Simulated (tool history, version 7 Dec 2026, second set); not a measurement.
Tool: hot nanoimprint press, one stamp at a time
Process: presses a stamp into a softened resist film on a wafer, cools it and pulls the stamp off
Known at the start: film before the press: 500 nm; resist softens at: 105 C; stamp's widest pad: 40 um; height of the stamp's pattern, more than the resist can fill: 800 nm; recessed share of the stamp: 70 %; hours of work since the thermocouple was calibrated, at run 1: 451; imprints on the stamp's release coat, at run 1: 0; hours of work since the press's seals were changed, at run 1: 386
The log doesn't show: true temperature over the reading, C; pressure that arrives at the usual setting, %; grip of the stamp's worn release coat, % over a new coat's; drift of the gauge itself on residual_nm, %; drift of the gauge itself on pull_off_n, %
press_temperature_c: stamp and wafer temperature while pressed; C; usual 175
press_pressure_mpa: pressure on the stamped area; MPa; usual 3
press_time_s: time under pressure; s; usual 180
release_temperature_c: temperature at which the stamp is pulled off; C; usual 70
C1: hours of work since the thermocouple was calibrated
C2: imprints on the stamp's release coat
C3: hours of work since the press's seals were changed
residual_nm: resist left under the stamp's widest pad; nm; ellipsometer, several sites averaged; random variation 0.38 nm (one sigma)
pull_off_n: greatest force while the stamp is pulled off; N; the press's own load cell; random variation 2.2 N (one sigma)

run 1 hour=0 | press_temperature_c=175 press_pressure_mpa=3 press_time_s=180 release_temperature_c=70 | C1=451 C2=0 C3=386 | residual_nm=197.7 pull_off_n=110
run 2 hour=52.7 | press_temperature_c=175 press_pressure_mpa=3 press_time_s=180 release_temperature_c=70 | C1=485 C2=153 C3=420 | residual_nm=197.4 pull_off_n=106
-- hour=67 plate thermocouple calibrated
run 3 hour=111.6 | press_temperature_c=175 press_pressure_mpa=3 press_time_s=180 release_temperature_c=70 | C1=29 C2=314 C3=456 | residual_nm=197.2 pull_off_n=108
run 4 hour=157.3 | press_temperature_c=175 press_pressure_mpa=3 press_time_s=180 release_temperature_c=56 | C1=58 C2=447 C3=486 | residual_nm=197.5 pull_off_n=131
run 5 hour=212.7 | press_temperature_c=175 press_pressure_mpa=3 press_time_s=180 release_temperature_c=70 | C1=94 C2=607 C3=521 | residual_nm=197.8 pull_off_n=107
run 6 hour=257.4 | press_temperature_c=175 press_pressure_mpa=3 press_time_s=180 release_temperature_c=70 | C1=123 C2=737 C3=550 | residual_nm=197.9 pull_off_n=107
-- hour=297.9 stamp cleaned and given a new release coat
run 7 hour=318.4 | press_temperature_c=175 press_pressure_mpa=3 press_time_s=180 release_temperature_c=70 | C1=158 C2=60 C3=586 | residual_nm=197.7 pull_off_n=107
run 8 hour=366.7 | press_temperature_c=175 press_pressure_mpa=2.06 press_time_s=180 release_temperature_c=70 | C1=189 C2=200 C3=617 | residual_nm=230.7 pull_off_n=105
run 9 hour=427 | press_temperature_c=175 press_pressure_mpa=2.06 press_time_s=180 release_temperature_c=70 | C1=228 C2=374 C3=656 | residual_nm=230.4 pull_off_n=112
run 10 hour=472.4 | press_temperature_c=175 press_pressure_mpa=3 press_time_s=180 release_temperature_c=70 | C1=258 C2=505 C3=685 | residual_nm=197.1 pull_off_n=110
run 11 hour=536.9 | press_temperature_c=175 press_pressure_mpa=3 press_time_s=180 release_temperature_c=70 | C1=299 C2=692 C3=726 | residual_nm=197.1 pull_off_n=110
run 12 hour=578.9 | press_temperature_c=175 press_pressure_mpa=3 press_time_s=180 release_temperature_c=70 | C1=326 C2=814 C3=754 | residual_nm=197.7 pull_off_n=107
-- hour=589.7 stamp cleaned and given a new release coat
run 13 hour=630.1 | press_temperature_c=175 press_pressure_mpa=3 press_time_s=180 release_temperature_c=65 | C1=355 C2=117 C3=783 | residual_nm=197.8 pull_off_n=115
run 14 hour=671.7 | press_temperature_c=175 press_pressure_mpa=2.28 press_time_s=188 release_temperature_c=65 | C1=382 C2=237 C3=810 | residual_nm=216.5 pull_off_n=114
run 15 hour=721.7 | press_temperature_c=175 press_pressure_mpa=2.28 press_time_s=188 release_temperature_c=65 | C1=414 C2=382 C3=842 | residual_nm=217.1 pull_off_n=119
run 16 hour=751.5 | press_temperature_c=175 press_pressure_mpa=2.28 press_time_s=188 release_temperature_c=65 | C1=434 C2=468 C3=861 | residual_nm=217.4 pull_off_n=119
run 17 hour=798.4 | press_temperature_c=175 press_pressure_mpa=2.28 press_time_s=188 release_temperature_c=65 | C1=464 C2=604 C3=891 | residual_nm=217.2 pull_off_n=112

Run 18 comes next. What will it give?
run 18 hour=828.3 | press_temperature_c=179 press_pressure_mpa=2.22 press_time_s=173 release_temperature_c=56 | C1=483 C2=691 C3=911 | residual_nm=? pull_off_n=?

{"run 18": {"residual_nm": 192.3, "pull_off_n": 136}}
Without the tool's hidden state the same run would have given residual_nm 192.4 nm, pull_off_n 135 N.

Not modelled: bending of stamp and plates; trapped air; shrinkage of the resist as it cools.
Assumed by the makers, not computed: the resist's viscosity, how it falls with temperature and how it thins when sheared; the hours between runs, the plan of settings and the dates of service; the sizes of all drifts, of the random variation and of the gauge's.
